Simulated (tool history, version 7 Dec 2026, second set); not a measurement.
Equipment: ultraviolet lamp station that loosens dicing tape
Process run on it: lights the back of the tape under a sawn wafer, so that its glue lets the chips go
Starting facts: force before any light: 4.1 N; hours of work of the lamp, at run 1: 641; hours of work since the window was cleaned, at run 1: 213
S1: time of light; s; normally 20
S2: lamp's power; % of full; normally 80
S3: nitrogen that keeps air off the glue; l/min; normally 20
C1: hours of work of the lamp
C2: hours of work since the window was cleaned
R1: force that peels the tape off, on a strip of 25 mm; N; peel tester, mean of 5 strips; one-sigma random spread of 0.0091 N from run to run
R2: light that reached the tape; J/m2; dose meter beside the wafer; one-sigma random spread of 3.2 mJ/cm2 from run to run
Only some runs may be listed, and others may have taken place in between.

{"run": 1, "day": 0.0, "S1": 20, "S2": 80, "S3": 20, "C1": 641, "C2": 213, "R1": 0.664, "R2": 3600}
{"run": 2, "day": 1.133, "S1": 20, "S2": 80, "S3": 20, "C1": 661, "C2": 233, "R1": 0.701, "R2": 3620}
{"run": 3, "day": 2.121, "S1": 20, "S2": 80, "S3": 20, "C1": 678, "C2": 250, "R1": 0.713, "R2": 3600}
{"run": 4, "day": 2.842, "S1": 20, "S2": 79, "S3": 20, "C1": 691, "C2": 263, "R1": 0.766, "R2": 3490}
{"run": 5, "day": 4.346, "S1": 20, "S2": 79, "S3": 20, "C1": 717, "C2": 289, "R1": 0.759, "R2": 3450}
{"run": 6, "day": 5.775, "S1": 20, "S2": 80, "S3": 20, "C1": 742, "C2": 314, "R1": 0.78, "R2": 3430}
{"run": 7, "day": 7.192, "S1": 20, "S2": 80, "S3": 20, "C1": 767, "C2": 339, "R1": 0.755, "R2": 3380}
{"run": 8, "day": 8.15, "S1": 20, "S2": 80, "S3": 20, "C1": 784, "C2": 356, "R1": 0.808, "R2": 3280}
{"run": 9, "day": 8.888, "S1": 20, "S2": 80, "S3": 20, "C1": 796, "C2": 369, "R1": 0.825, "R2": 3320}
{"run": 10, "day": 9.846, "S1": 20, "S2": 80, "S3": 20, "C1": 813, "C2": 386, "R1": 0.798, "R2": 3230}
{"run": 11, "day": 11.45, "S1": 20, "S2": 80, "S3": 20, "C1": 841, "C2": 414, "R1": 0.864, "R2": 3180}
{"run": 12, "day": 13.029, "S1": 20, "S2": 80, "S3": 20, "C1": 869, "C2": 441, "R1": 0.884, "R2": 3110}
{"run": 13, "day": 14.525, "S1": 20, "S2": 80, "S3": 20, "C1": 895, "C2": 467, "R1": 0.915, "R2": 2990}
{"day": 14.658, "done": "lamp changed"}
{"run": 14, "day": 15.229, "S1": 13, "S2": 80, "S3": 20, "C1": 10, "C2": 479, "R1": 0.992, "R2": 2770}
{"run": 15, "day": 15.996, "S1": 13, "S2": 80, "S3": 20, "C1": 23, "C2": 492, "R1": 1.021, "R2": 2810}
{"day": 16.158, "done": "window cleaned of glue's vapour"}
{"run": 16, "day": 17.379, "S1": 20, "S2": 80, "S3": 36, "C1": 47, "C2": 21, "R1": 0.494, "R2": 4030}
{"run": 17, "day": 18.854, "S1": 15, "S2": 61, "S3": 20, "C1": 73, "C2": 47, "R1": 1.3, "R2": 2230}
{"run": 18, "day": 19.717, "S1": 23, "S2": 77, "S3": 18, "C1": 88, "C2": 62, "R1": 0.514, "R2": 4310}
{"run": 19, "day": 21.029, "S1": 23, "S2": 77, "S3": 18, "C1": 111, "C2": 85, "R1": 0.526, "R2": 4210}
{"run": 20, "day": 22.479, "S1": 21, "S2": 89, "S3": 14, "C1": 137, "C2": 111, "R1": 0.56, "R2": 4410}
{"run": 21, "day": 23.671, "S1": 21, "S2": 89, "S3": 14, "C1": 157, "C2": 131, "R1": 0.573, "R2": 4340}
{"run": 22, "day": 24.754, "S1": 10, "S2": 87, "S3": 12, "C1": 176, "C2": 150, "R1": 1.642, "R2": 1990}
{"day": 24.921, "done": "window cleaned of glue's vapour, once more"}
{"run": 23, "day": 26.138, "S1": 10, "S2": 87, "S3": 12, "C1": 200, "C2": 21, "R1": 1.285, "R2": 2490}
{"run": 24, "day": 27.421, "S1": 36, "S2": 96, "S3": 20, "C1": 223, "C2": 44, "R1": 0.12, "R2": 9790}
{"run": 25, "day": 28.233, "S1": 36, "S2": 96, "S3": 20, "C1": 237, "C2": 58, "R1": 0.117, "R2": 9670}
{"run": 26, "day": 29.279, "S1": 36, "S2": 96, "S3": 20, "C1": 255, "C2": 76, "R1": 0.127, "R2": 9590}
{"run": 27, "day": 30.133, "S1": 20, "S2": 82, "S3": 23, "C1": 270, "C2": 91, "R1": 0.453, "R2": 4430}
{"run": 28, "day": 31.25, "S1": 20, "S2": 82, "S3": 23, "C1": 290, "C2": 111, "R1": 0.46, "R2": 4420}
{"run": 29, "day": 32.196, "S1": 20, "S2": 72, "S3": 20, "C1": 306, "C2": 127, "R1": 0.616, "R2": 3840}
{"run": 30, "day": 33.792, "S1": 25, "S2": 81, "S3": 7, "C1": 334, "C2": 155, "R1": 0.541, "R2": 5340}
{"run": 31, "day": 34.921, "S1": 20, "S2": 63, "S3": 13, "C1": 354, "C2": 175, "R1": 0.952, "R2": 3280}
{"run": 32, "day": 36.45, "S1": 20, "S2": 63, "S3": 13, "C1": 381, "C2": 202, "R1": 0.953, "R2": 3220}

Branching from run 32: 4 alternative next runs. What would each branch give?
{"run": "A", "day": 37.983, "S1": 20, "S2": 71, "S3": 7, "C1": 408, "C2": 229, "R1": "?", "R2": "?"}
{"run": "B", "day": 37.983, "S1": 12, "S2": 63, "S3": 16, "C1": 408, "C2": 229, "R1": "?", "R2": "?"}
{"run": "C", "day": 37.983, "S1": 20, "S2": 80, "S3": 20, "C1": 408, "C2": 229, "R1": "?", "R2": "?"}
{"run": "D", "day": 37.983, "S1": 14, "S2": 78, "S3": 14, "C1": 408, "C2": 229, "R1": "?", "R2": "?"}

run=A R1=1.022 R2=3570
run=B R1=1.622 R2=1860
run=C R1=0.595 R2=4010
run=D R1=1.165 R2=2770
The same runs, with their run-to-run variation unchanged, on a tool lacking any hidden condition would have given:
run=A R1=0.732 R2=4490
run=B R1=1.292 R2=2350
run=C R1=0.386 R2=5040
run=D R1=0.854 R2=3480
